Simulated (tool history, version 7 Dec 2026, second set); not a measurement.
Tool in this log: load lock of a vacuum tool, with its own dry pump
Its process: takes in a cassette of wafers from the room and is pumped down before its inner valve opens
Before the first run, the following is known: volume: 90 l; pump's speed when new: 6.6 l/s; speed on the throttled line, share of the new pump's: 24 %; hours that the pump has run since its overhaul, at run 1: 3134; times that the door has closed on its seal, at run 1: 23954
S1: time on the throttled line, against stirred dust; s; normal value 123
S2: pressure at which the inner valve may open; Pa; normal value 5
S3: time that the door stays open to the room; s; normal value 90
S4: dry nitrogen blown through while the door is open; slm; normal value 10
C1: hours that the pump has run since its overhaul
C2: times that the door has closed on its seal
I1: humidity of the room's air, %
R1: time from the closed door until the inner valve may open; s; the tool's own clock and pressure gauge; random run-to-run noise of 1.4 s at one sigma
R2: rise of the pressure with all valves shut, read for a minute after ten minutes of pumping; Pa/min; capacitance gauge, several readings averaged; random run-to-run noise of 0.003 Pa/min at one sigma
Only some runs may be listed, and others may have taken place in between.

Run 1, hour 0.0: usual settings; C1 3134; C2 23954; I1 42.2. Result: R1 238.8 s, R2 0.092 Pa/min.
Run 2, hour 152.2: usual settings; C1 3286; C2 24353; I1 46.2. Result: R1 237.5 s, R2 0.096 Pa/min.
Run 3, hour 383.1: usual settings but S4 13 slm; C1 3517; C2 24957; I1 46.1. Result: R1 237.0 s, R2 0.095 Pa/min.
Run 4, hour 709.7: usual settings but S3 80 s; C1 3844; C2 25812; I1 43.2. Result: R1 238.3 s, R2 0.099 Pa/min.
Run 5, hour 870.0: usual settings; C1 4004; C2 26231; I1 43.0. Result: R1 237.8 s, R2 0.102 Pa/min.
Run 6, hour 1050.3: usual settings; C1 4184; C2 26703; I1 44.1. Result: R1 238.0 s, R2 0.107 Pa/min.
Run 7, hour 1207.1: usual settings; C1 4341; C2 27113; I1 44.8. Result: R1 240.2 s, R2 0.106 Pa/min.
Run 8, hour 1428.9: usual settings but S1 101 s; C1 4563; C2 27694; I1 46.8. Result: R1 223.2 s, R2 0.114 Pa/min.
Run 9, hour 1593.4: usual settings but S4 7 slm; C1 4727; C2 28124; I1 46.5. Result: R1 241.0 s, R2 0.114 Pa/min.
Run 10, hour 1788.8: usual settings but S4 38 slm; C1 4923; C2 28636; I1 43.3. Result: R1 240.0 s, R2 0.088 Pa/min.
Run 11, hour 2001.1: usual settings but S4 38 slm; C1 5135; C2 29191; I1 44.9. Result: R1 239.8 s, R2 0.095 Pa/min.
Run 12, hour 2161.4: usual settings but S4 38 slm; C1 5295; C2 29611; I1 42.8. Result: R1 242.0 s, R2 0.091 Pa/min.
Run 13, hour 2402.0: usual settings; C1 5536; C2 30241; I1 48.1. Result: R1 243.0 s, R2 0.121 Pa/min.
Run 14, hour 2704.3: usual settings; C1 5838; C2 31032; I1 47.4. Result: R1 242.3 s, R2 0.120 Pa/min.
Run 15, hour 2929.1: usual settings; C1 6063; C2 31620; I1 43.7. Result: R1 243.0 s, R2 0.112 Pa/min.
Run 16, hour 3229.8: usual settings; C1 6364; C2 32407; I1 44.6. Result: R1 242.2 s, R2 0.123 Pa/min.
Run 17, hour 3426.9: usual settings; C1 6561; C2 32923; I1 44.3. Result: R1 245.7 s, R2 0.129 Pa/min.
Run 18, hour 3752.7: usual settings; C1 6887; C2 33776; I1 49.0. Result: R1 244.9 s, R2 0.126 Pa/min.
Run 19, hour 3986.5: usual settings; C1 7121; C2 34388; I1 46.2. Result: R1 246.1 s, R2 0.127 Pa/min.
Run 20, hour 4283.7: usual settings; C1 7418; C2 35166; I1 47.2. Result: R1 243.8 s, R2 0.132 Pa/min.
Run 21, hour 4588.7: usual settings but S1 158 s, S2 4 Pa; C1 7723; C2 35964; I1 43.5. Result: R1 278.7 s, R2 0.134 Pa/min.
Run 22, hour 4811.7: usual settings but S1 158 s, S2 4 Pa; C1 7946; C2 36547; I1 46.5. Result: R1 280.7 s, R2 0.135 Pa/min.
Run 23, hour 5023.1: usual settings but S4 38 slm; C1 8157; C2 37101; I1 42.5. Result: R1 252.9 s, R2 0.114 Pa/min.
Run 24, hour 5161.0: usual settings but S1 100 s, S3 55 s; C1 8295; C2 37462; I1 44.8. Result: R1 236.0 s, R2 0.123 Pa/min.
Run 25, hour 5333.3: usual settings but S1 80 s, S3 94 s, S4 8 slm; C1 8467; C2 37913; I1 43.8. Result: R1 218.0 s, R2 0.140 Pa/min.
Run 26, hour 5665.4: usual settings but S2 8 Pa, S3 214 s, S4 15 slm; C1 8799; C2 38782; I1 46.1. Result: R1 244.3 s, R2 0.178 Pa/min.
Run 27, hour 5965.6: usual settings but S2 8 Pa, S3 44 s, S4 4 slm; C1 9100; C2 39568; I1 43.7. Result: R1 243.3 s, R2 0.128 Pa/min.
Run 28, hour 6150.5: usual settings but S1 81 s, S2 9 Pa, S4 8 slm; C1 9285; C2 40052; I1 45.5. Result: R1 212.5 s, R2 0.148 Pa/min.
Run 29, hour 6460.5: usual settings but S1 178 s, S3 56 s, S4 19 slm; C1 9595; C2 40863; I1 41.6. Result: R1 292.6 s, R2 0.125 Pa/min.
Run 30, hour 6699.0: usual settings but S1 178 s, S3 56 s, S4 19 slm; C1 9833; C2 41487; I1 45.6. Result: R1 295.5 s, R2 0.135 Pa/min.
Run 31, hour 6843.9: usual settings but S1 153 s, S2 8 Pa, S3 92 s, S4 27 slm; C1 9978; C2 41866; I1 45.7. Result: R1 265.8 s, R2 0.145 Pa/min.
Run 32, hour 7005.2: usual settings but S1 187 s, S3 130 s; C1 10139; C2 42288; I1 47.2. Result: R1 300.2 s, R2 0.179 Pa/min.
Run 33, hour 7247.2: usual settings but S1 86 s, S2 9 Pa, S4 19 slm; C1 10381; C2 42922; I1 42.7. Result: R1 220.8 s, R2 0.144 Pa/min.
Run 34, hour 7540.5: usual settings but S1 86 s, S4 5 slm; C1 10674; C2 43689; I1 42.9. Result: R1 231.6 s, R2 0.162 Pa/min.
Run 35, hour 7856.0: usual settings but S1 86 s, S4 5 slm; C1 10990; C2 44515; I1 41.2. Result: R1 233.9 s, R2 0.171 Pa/min.
Run 36, hour 8012.3: usual settings but S1 86 s, S3 47 s, S4 5 slm; C1 11146; C2 44924; I1 45.1. Result: R1 234.4 s, R2 0.158 Pa/min.
Run 37, hour 8291.2: usual settings but S1 86 s, S3 186 s, S4 5 slm; C1 11425; C2 45654; I1 46.2. Result: R1 235.0 s, R2 0.224 Pa/min.
Run 38, hour 8615.4: usual settings but S1 86 s, S3 186 s, S4 6 slm; C1 11749; C2 46503; I1 48.3. Result: R1 235.2 s, R2 0.223 Pa/min.

Alternative continuations, all from the tool just after run 38; predict every row:
Run A, hour 8781.2: usual settings but S1 86 s, S3 186 s, S4 7 slm; C1 11915; C2 46937; I1 44.2. Result: R1 ?, R2 ?.
Run B, hour 8781.2: usual settings but S1 86 s, S2 4 Pa, S3 68 s, S4 22 slm; C1 11915; C2 46937; I1 44.1. Result: R1 ?, R2 ?.
Run C, hour 8781.2: usual settings but S1 96 s, S3 91 s, S4 4 slm; C1 11915; C2 46937; I1 43.6. Result: R1 ?, R2 ?.

run     R1     R2
  A  234.2  0.217
  B  239.1  0.157
  C  239.8  0.176
With no hidden state in the tool, these same runs would have given:
run     R1     R2
  A  201.2  0.092
  B  205.1  0.030
  C  207.9  0.052
